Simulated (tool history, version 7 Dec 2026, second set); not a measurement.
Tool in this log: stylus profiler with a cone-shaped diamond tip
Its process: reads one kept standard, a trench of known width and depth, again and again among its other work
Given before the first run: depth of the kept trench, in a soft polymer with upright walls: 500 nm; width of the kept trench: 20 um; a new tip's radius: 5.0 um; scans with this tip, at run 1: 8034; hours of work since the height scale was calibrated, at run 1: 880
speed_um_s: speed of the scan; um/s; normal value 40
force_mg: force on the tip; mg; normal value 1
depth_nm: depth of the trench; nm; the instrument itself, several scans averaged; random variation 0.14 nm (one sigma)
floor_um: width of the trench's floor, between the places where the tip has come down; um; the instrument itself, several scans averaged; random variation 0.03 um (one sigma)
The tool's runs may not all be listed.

run   hour  speed_um_s  force_mg  scans with this tip  hours of work since the height scale was calibrated  depth_nm  floor_um
  1      0          40         1                 8034                                                  880     506.5     13.76
  2   31.5          40         1                 8199                                                  899    506.82      13.7
  3   46.4          40      0.54                 8277                                                  907    505.29     13.71
  4   60.1          40         1                 8349                                                  915    506.76      13.7
  5   87.1          25         1                 8490                                                  930    506.66     13.69
  6  105.4          25         2                 8586                                                  941    509.12     13.72
  7  119.2          40      2.46                 8658                                                  949    510.16     13.72
  8  140.4          40      2.46                 8769                                                  961    510.36     13.62
     151.6  -- new tip fitted, height scale calibrated
  9  174.1          40      2.46                  118                                                   13    507.62     15.46
 10  190.4         134         1                  203                                                   22    504.15     15.15
 11  213.9          40         1                  326                                                   36    504.01     15.32
 12  244.2          19      0.56                  485                                                   53    502.78     15.41
 13  266.6          10      0.89                  602                                                   66    503.93     15.36
 14  281.2          99      0.89                  678                                                   74    503.85     15.08
 15  304.6          16       2.5                  801                                                   88    507.77      15.3
     307.6  -- height scale calibrated on a step standard
 16  335.8          16      0.83                  961                                                   16    504.08     15.25
 17  352.6          52         1                 1049                                                   26    504.11     15.12
 18  365.7          56      2.07                 1118                                                   33    507.15      15.2
 19  397.5          61      1.74                 1284                                                   52    506.62     15.09
 20    413          61      1.74                 1365                                                   60    506.41     15.11
 21  441.2          21      0.95                 1513                                                   77    504.49     15.12
 22  458.8          21      0.95                 1605                                                   87    504.61     15.11

4 options for the next run, each taken on its own from the tool as it stands now. Forecast them:
       471  -- height scale calibrated on a step standard, once more
  A  475.6         118      1.56                 1690                                                    3         ?         ?
       471  -- height scale calibrated on a step standard, once more
  B  475.6          80      0.91                 1690                                                    3         ?         ?
       471  -- height scale calibrated on a step standard, once more
  C  475.6         101      1.77                 1690                                                    3         ?         ?
       471  -- height scale calibrated on a step standard, once more
  D  475.6          51      0.37                 1690                                                    3         ?         ?

run  depth_nm  floor_um
  A    505.41     14.86
  B     503.7     14.92
  C    506.15      14.9
  D    502.16     14.84
Take away the tool's hidden state, keep each run's random variation, and the runs would have read:
run  depth_nm  floor_um
  A    505.51     15.36
  B     503.8     15.42
  C    506.25      15.4
  D    502.27     15.34
